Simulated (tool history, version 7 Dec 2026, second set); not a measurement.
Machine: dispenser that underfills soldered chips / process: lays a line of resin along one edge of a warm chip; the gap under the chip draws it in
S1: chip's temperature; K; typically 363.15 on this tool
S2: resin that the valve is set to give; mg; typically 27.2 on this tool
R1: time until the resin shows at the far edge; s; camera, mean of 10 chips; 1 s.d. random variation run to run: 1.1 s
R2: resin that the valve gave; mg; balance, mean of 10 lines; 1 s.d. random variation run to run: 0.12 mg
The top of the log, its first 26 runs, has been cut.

| run | hour | S1 | S2 | R1 | R2 |
|---|---|---|---|---|---|
|  | 269.5 | new syringe of resin |
| 27 | 272.6 | 363.15 | 28.5 | 118.2 | 27.68 |
| 28 | 279.3 | 350.15 | 30.4 | 255.8 | 29.57 |
|  | 283.2 | new syringe of resin |
| 29 | 288.7 | 350.15 | 30.4 | 214.9 | 29.35 |
|  | 292.8 | dispensing valve cleaned and set on the balance |
|  | 297.3 | new syringe of resin |
| 30 | 299 | 350.15 | 30.4 | 165.9 | 30.41 |
|  | 310.2 | new syringe of resin |
| 31 | 311.3 | 376.15 | 31.5 | 66.8 | 31.54 |
| 32 | 319.6 | 369.15 | 27.6 | 134.2 | 27.41 |
|  | 323.2 | new syringe of resin |
| 33 | 327.2 | 369.15 | 27.6 | 102.2 | 27.26 |
| 34 | 334.8 | 367.15 | 28.3 | 157.5 | 27.86 |

Predict each of these 3 candidate next runs independently; none follows another, all start after run 34:
|  | 336.6 | new syringe of resin |
| A | 341.8 | 377.15 | 34.6 | ? | ? |
|  | 336.6 | new syringe of resin |
| B | 341.8 | 364.15 | 24.5 | ? | ? |
|  | 336.6 | new syringe of resin |
| C | 341.8 | 350.15 | 23.6 | ? | ? |

| run | R1 | R2 |
|---|---|---|
| A | 80.8 | 34.27 |
| B | 132.9 | 24.16 |
| C | 219.5 | 23.21 |
With no hidden state in the tool, these same runs would have given:
| run | R1 | R2 |
|---|---|---|
| A | 63.9 | 34.73 |
| B | 105.1 | 24.48 |
| C | 174.2 | 23.51 |

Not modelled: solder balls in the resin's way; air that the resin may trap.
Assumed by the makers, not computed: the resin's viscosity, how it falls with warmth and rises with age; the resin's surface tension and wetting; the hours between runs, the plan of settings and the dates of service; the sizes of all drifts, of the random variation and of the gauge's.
